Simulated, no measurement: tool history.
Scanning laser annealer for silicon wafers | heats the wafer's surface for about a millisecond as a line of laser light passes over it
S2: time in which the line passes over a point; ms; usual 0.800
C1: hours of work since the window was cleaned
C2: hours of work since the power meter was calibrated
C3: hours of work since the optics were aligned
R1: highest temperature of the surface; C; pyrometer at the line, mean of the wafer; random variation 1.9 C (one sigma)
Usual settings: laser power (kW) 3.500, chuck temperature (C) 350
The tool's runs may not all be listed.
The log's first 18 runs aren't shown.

Run 19, hour 364.9: usual settings but laser power (kW) 3.191, S2 0.997 ms, chuck temperature (C) 354; C1 17; C2 14; C3 617. Result: R1 1115 C.
Run 20, hour 387.8: usual settings but laser power (kW) 3.191, S2 0.997 ms, chuck temperature (C) 354; C1 27; C2 23; C3 627. Result: R1 1115 C.
Run 21, hour 406.6: usual settings but laser power (kW) 3.191, S2 0.997 ms, chuck temperature (C) 354; C1 35; C2 31; C3 635. Result: R1 1112 C.
Run 22, hour 427.9: usual settings but laser power (kW) 3.191, S2 0.997 ms, chuck temperature (C) 354; C1 44; C2 41; C3 644. Result: R1 1114 C.
Run 23, hour 448.2: usual settings but laser power (kW) 3.784, S2 0.873 ms, chuck temperature (C) 354; C1 53; C2 49; C3 653. Result: R1 1203 C.
Run 24, hour 460.1: usual settings but laser power (kW) 3.784, S2 0.873 ms, chuck temperature (C) 354; C1 58; C2 54; C3 658. Result: R1 1203 C.
Run 25, hour 487.3: usual settings but S2 0.881 ms, chuck temperature (C) 314; C1 69; C2 66; C3 670. Result: R1 1095 C.
Run 26, hour 511.6: usual settings but laser power (kW) 3.782, S2 0.743 ms, chuck temperature (C) 329; C1 80; C2 76; C3 680. Result: R1 1095 C.
Run 27, hour 530.9: usual settings but laser power (kW) 3.841, S2 0.726 ms, chuck temperature (C) 337; C1 88; C2 85; C3 689. Result: R1 1109 C.
Run 28, hour 557.7: usual settings but laser power (kW) 3.384, S2 0.730 ms, chuck temperature (C) 327; C1 100; C2 96; C3 700. Result: R1 991 C.
Run 29, hour 584.2: usual settings but laser power (kW) 3.316, chuck temperature (C) 320; C1 111; C2 108; C3 711. Result: R1 1006 C.
Run 30, hour 600.9: usual settings but laser power (kW) 3.058, S2 0.964 ms, chuck temperature (C) 386; C1 118; C2 115; C3 719. Result: R1 1089 C.

Forecast each of these 5 alternatives for the next run:
Run A, hour 625.6: usual settings but laser power (kW) 3.058, S2 0.964 ms, chuck temperature (C) 344; C1 129; C2 125; C3 729. Result: R1 ?.
Run B, hour 625.6: usual settings but laser power (kW) 3.479, S2 0.964 ms, chuck temperature (C) 386; C1 129; C2 125; C3 729. Result: R1 ?.
Run C, hour 625.6: usual settings but laser power (kW) 3.146, S2 0.638 ms, chuck temperature (C) 386; C1 129; C2 125; C3 729. Result: R1 ?.
Run D, hour 625.6: usual settings but laser power (kW) 3.058, S2 0.627 ms, chuck temperature (C) 357; C1 129; C2 125; C3 729. Result: R1 ?.
Run E, hour 625.6: usual settings but laser power (kW) 3.602, S2 0.815 ms, chuck temperature (C) 365; C1 129; C2 125; C3 729. Result: R1 ?.

run    R1
  A  1045
  B  1198
  C   951
  D   898
  E  1130
Without the tool's hidden state the same runs would have given:
run    R1
  A  1070
  B  1226
  C   971
  D   917
  E  1156
